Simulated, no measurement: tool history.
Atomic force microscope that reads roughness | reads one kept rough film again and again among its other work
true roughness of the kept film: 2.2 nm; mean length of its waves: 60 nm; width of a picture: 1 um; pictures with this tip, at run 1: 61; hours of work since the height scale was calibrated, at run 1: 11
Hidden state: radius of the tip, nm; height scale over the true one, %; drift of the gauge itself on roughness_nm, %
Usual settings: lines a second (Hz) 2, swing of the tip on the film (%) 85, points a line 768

run    hour  lines a second (Hz)  swing of the tip on the film (%)  points a line  pictures with this tip  hours of work since the height scale was calibrated  roughness of the kept film (nm (root mean square))
  1       0                    2                                85            768                      61                                                   11                                               1.806
  2    19.8                    2                                85            768                      83                                                   22                                               1.814
  3      39                    2                                85            768                     104                                                   32                                               1.795
  4    73.2                    2                                85            768                     142                                                   51                                                1.77
  5    93.5                    2                                85            768                     165                                                   62                                                1.77
  6   120.1                    2                                85            768                     194                                                   76                                               1.743
  7   141.7                    2                                85            768                     218                                                   88                                               1.728
      165.2  -- new tip fitted
  8   169.2                    2                                85            768                       4                                                  102                                               1.859
  9   191.2                    2                                85            768                      28                                                  114                                               1.839
 10   223.7                    2                                85            768                      64                                                  131                                                1.81
 11   252.1                    2                                85            768                      96                                                  147                                               1.792
 12   286.9                    2                                85            768                     134                                                  165                                               1.791
 13   314.3                    2                                85            768                     165                                                  180                                               1.761
 14   350.5                    2                                85            768                     205                                                  200                                               1.754
 15   376.3                    2                                85            827                     233                                                  214                                               1.752
      386.2  -- new tip fitted
 16   400.9                    2                                85            827                      16                                                  227                                               1.849
 17   421.9                    2                                85            768                      39                                                  238                                               1.842
 18     447                    2                                85            768                      67                                                  251                                               1.823
 19   462.5                    2                                56            768                      84                                                  260                                               2.028
 20     483                    2                                85            430                     107                                                  271                                               1.806
 21   512.5                 3.56                                63            970                     139                                                  287                                               1.906
 22   549.6                 2.42                                86            768                     180                                                  306                                               1.713
 23   581.5                 1.21                                85            386                     216                                                  324                                                1.84
      607.6  -- new tip fitted
 24   618.9                 3.15                                56            724                      13                                                  344                                               2.044
 25   656.1                 0.65                                67            480                      54                                                  363                                                2.07
 26   681.5                 1.84                                76            489                      82                                                  377                                               1.912
 27   716.7                  0.8                                63            363                     121                                                  396                                               2.035
 28   732.9                 1.25                                56            332                     139                                                  405                                               2.019
 29     755                 2.94                                85            831                     163                                                  417                                               1.672
 30   777.1                 1.98                                58            649                     188                                                  429                                               1.977
 31   804.4                    2                                89            986                     218                                                  443                                               1.704
      829.4  -- new tip fitted
 32   830.9                  2.8                                56            986                       2                                                  457                                               2.045
 33   849.6                 1.88                                77            285                      22                                                  467                                               1.931
 34   868.1                 1.88                                77            285                      43                                                  477                                               1.927
 35     902                 0.85                                85            768                      80                                                  495                                               1.979
 36   936.2                 3.22                                85            768                     118                                                  514                                               1.678
 37   957.2                 3.22                                85            768                     141                                                  525                                               1.662
 38   988.5                 1.29                                58            299                     176                                                  542                                               2.001
 39  1021.1                 1.29                                58            299                     212                                                  560                                               1.983
 40  1042.7                  0.5                                61            846                     236                                                  571                                               2.002

Forecast each of these 3 alternatives for the next run:
     1050.7  -- new tip fitted
  A  1063.9                 1.77                                63            693                      15                                                  582                                                   ?
     1050.7  -- new tip fitted
  B  1063.9                 1.72                                61            443                      15                                                  582                                                   ?
     1050.7  -- new tip fitted
  C  1063.9                  0.5                                58            846                      15                                                  582                                                   ?

run  roughness of the kept film (nm (root mean square))
  A                                               2.071
  B                                               2.084
  C                                                2.14
Without the tool's hidden state the same runs would have given:
run  roughness of the kept film (nm (root mean square))
  A                                               2.071
  B                                               2.084
  C                                                2.14

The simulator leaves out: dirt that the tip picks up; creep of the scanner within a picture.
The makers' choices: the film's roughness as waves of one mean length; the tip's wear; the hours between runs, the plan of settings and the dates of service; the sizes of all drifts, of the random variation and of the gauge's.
